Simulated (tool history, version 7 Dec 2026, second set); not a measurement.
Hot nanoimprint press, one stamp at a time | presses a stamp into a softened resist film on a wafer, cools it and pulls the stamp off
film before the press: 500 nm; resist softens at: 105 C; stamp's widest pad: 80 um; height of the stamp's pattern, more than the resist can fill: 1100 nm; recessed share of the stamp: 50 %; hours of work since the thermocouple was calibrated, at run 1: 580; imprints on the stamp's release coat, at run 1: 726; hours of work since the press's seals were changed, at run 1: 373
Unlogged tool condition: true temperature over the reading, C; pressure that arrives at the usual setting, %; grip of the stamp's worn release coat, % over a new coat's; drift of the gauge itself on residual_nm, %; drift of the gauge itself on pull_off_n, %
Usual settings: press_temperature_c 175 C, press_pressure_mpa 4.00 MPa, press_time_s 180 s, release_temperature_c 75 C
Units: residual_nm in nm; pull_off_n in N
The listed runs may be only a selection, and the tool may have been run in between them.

| run | day | press_temperature_c | press_pressure_mpa | press_time_s | release_temperature_c | hours of work since the thermocouple was calibrated | imprints on the stamp's release coat | hours of work since the press's seals were changed | residual_nm | pull_off_n |
|---|---|---|---|---|---|---|---|---|---|---|
| 1 | 0.000 | 175 | 4.00 | 180 | 75 | 580 | 726 | 373 | 237.7 | 134 |
|  | 0.817 | plate thermocouple calibrated |
| 2 | 1.225 | 182 | 4.00 | 180 | 75 | 5 | 771 | 385 | 183.4 | 135 |
| 3 | 2.438 | 182 | 4.00 | 180 | 75 | 18 | 822 | 399 | 183.6 | 137 |
| 4 | 3.183 | 182 | 4.00 | 180 | 75 | 27 | 853 | 407 | 186.5 | 139 |
| 5 | 4.538 | 182 | 4.00 | 180 | 75 | 42 | 909 | 423 | 185.9 | 137 |
|  | 4.921 | plate thermocouple calibrated, once more |
| 6 | 5.554 | 182 | 4.00 | 180 | 75 | 7 | 946 | 433 | 157.5 | 134 |
| 7 | 6.633 | 175 | 4.00 | 180 | 75 | 19 | 991 | 445 | 213.9 | 128 |
| 8 | 7.300 | 175 | 4.00 | 180 | 75 | 27 | 1019 | 452 | 212.1 | 130 |
| 9 | 8.433 | 175 | 4.00 | 180 | 75 | 40 | 1066 | 465 | 215.6 | 129 |
| 10 | 9.550 | 175 | 4.00 | 180 | 75 | 52 | 1112 | 478 | 215.8 | 137 |
| 11 | 10.396 | 175 | 4.68 | 180 | 75 | 62 | 1147 | 487 | 200.7 | 137 |
| 12 | 11.871 | 175 | 4.68 | 180 | 75 | 79 | 1209 | 504 | 195.8 | 137 |
| 13 | 12.575 | 175 | 4.68 | 180 | 75 | 86 | 1238 | 512 | 197.7 | 140 |
| 14 | 13.521 | 175 | 4.68 | 152 | 60 | 97 | 1277 | 523 | 211.2 | 197 |
| 15 | 14.988 | 175 | 3.33 | 152 | 79 | 114 | 1338 | 539 | 253.9 | 129 |
| 16 | 15.792 | 175 | 3.33 | 152 | 79 | 123 | 1372 | 548 | 254.1 | 131 |
| 17 | 17.004 | 180 | 4.00 | 178 | 79 | 137 | 1422 | 562 | 178.2 | 121 |
|  | 17.558 | stamp cleaned and given a new release coat |
| 18 | 18.708 | 180 | 4.00 | 178 | 79 | 153 | 47 | 578 | 180.0 | 92 |

5 ways to go on from here, each from the tool as it stands after run 18. What would each give?
| A | 19.662 | 168 | 3.60 | 178 | 64 | 164 | 87 | 589 | ? | ? |
| B | 19.662 | 175 | 4.75 | 293 | 68 | 164 | 87 | 589 | ? | ? |
| C | 19.662 | 176 | 4.00 | 180 | 75 | 164 | 87 | 589 | ? | ? |
| D | 19.662 | 180 | 3.07 | 178 | 79 | 164 | 87 | 589 | ? | ? |
| E | 19.662 | 180 | 3.86 | 178 | 79 | 164 | 87 | 589 | ? | ? |

| run | residual_nm | pull_off_n |
|---|---|---|
| A | 305.3 | 132 |
| B | 167.4 | 127 |
| C | 211.4 | 106 |
| D | 210.6 | 96 |
| E | 183.9 | 93 |
Had the tool no hidden state, the same runs would have come out as:
| run | residual_nm | pull_off_n |
|---|---|---|
| A | 297.9 | 128 |
| B | 162.1 | 123 |
| C | 205.4 | 102 |
| D | 205.2 | 92 |
| E | 178.8 | 89 |

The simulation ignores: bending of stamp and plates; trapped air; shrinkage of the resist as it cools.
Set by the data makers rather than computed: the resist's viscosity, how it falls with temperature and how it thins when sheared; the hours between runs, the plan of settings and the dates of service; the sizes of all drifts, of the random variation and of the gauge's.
